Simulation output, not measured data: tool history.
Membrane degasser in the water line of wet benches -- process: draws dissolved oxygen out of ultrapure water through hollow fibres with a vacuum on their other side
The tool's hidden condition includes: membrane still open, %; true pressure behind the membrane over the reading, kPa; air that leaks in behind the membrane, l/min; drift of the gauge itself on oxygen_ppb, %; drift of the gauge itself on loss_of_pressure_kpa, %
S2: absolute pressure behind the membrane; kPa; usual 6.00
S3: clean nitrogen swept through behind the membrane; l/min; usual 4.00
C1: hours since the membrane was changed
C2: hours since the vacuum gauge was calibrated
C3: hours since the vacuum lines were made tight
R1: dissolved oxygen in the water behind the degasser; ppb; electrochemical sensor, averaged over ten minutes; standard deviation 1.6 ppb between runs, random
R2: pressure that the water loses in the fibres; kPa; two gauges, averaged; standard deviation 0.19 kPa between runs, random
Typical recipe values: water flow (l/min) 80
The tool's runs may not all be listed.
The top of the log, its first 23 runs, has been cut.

Run 24, hour 2062.9: usual settings but water flow (l/min) 123, S2 6.76 kPa, S3 8.97 l/min; C1 5141; C2 326; C3 6573. Result: R1 282.8 ppb, R2 58.60 kPa.
Run 25, hour 2172.6: usual settings but water flow (l/min) 103, S2 4.92 kPa; C1 5250; C2 435; C3 6683. Result: R1 194.3 ppb, R2 48.98 kPa.
Run 26, hour 2247.6: usual settings but water flow (l/min) 58, S2 6.60 kPa, S3 4.04 l/min; C1 5325; C2 511; C3 6758. Result: R1 123.2 ppb, R2 27.80 kPa.
Run 27, hour 2380.6: usual settings but water flow (l/min) 58, S2 6.60 kPa, S3 4.04 l/min; C1 5458; C2 643; C3 6891. Result: R1 122.8 ppb, R2 27.90 kPa.
Run 28, hour 2443.2: usual settings but water flow (l/min) 98, S2 6.60 kPa, S3 1.93 l/min; C1 5521; C2 706; C3 6953. Result: R1 401.7 ppb, R2 46.82 kPa.
Run 29, hour 2559.2: usual settings but water flow (l/min) 112, S2 5.62 kPa, S3 7.34 l/min; C1 5637; C2 822; C3 7069. Result: R1 217.1 ppb, R2 53.76 kPa.
Run 30, hour 2653.5: usual settings but water flow (l/min) 50, S2 11.76 kPa, S3 8.44 l/min; C1 5731; C2 916; C3 7164. Result: R1 125.1 ppb, R2 23.77 kPa.
Run 31, hour 2719.5: usual settings but S3 11.04 l/min; C1 5797; C2 982; C3 7230. Result: R1 92.0 ppb, R2 38.22 kPa.

3 options for the next run, each taken on its own from the tool as it stands now. Forecast them:
Run A, hour 2850.1: usual settings but water flow (l/min) 115, S2 4.87 kPa, S3 1.84 l/min; C1 5928; C2 1113; C3 7360. Result: R1 ?, R2 ?.
Run B, hour 2850.1: usual settings but S3 7.80 l/min; C1 5928; C2 1113; C3 7360. Result: R1 ?, R2 ?.
Run C, hour 2850.1: usual settings but water flow (l/min) 49, S3 2.79 l/min; C1 5928; C2 1113; C3 7360. Result: R1 ?, R2 ?.

run     R1     R2
  A  335.8  55.15
  B  108.6  38.12
  C  112.9  23.57
The same runs, with their run-to-run variation unchanged, on a tool lacking any hidden condition would have given:
run     R1     R2
  A  313.8  53.39
  B  101.0  36.89
  C  110.4  22.82
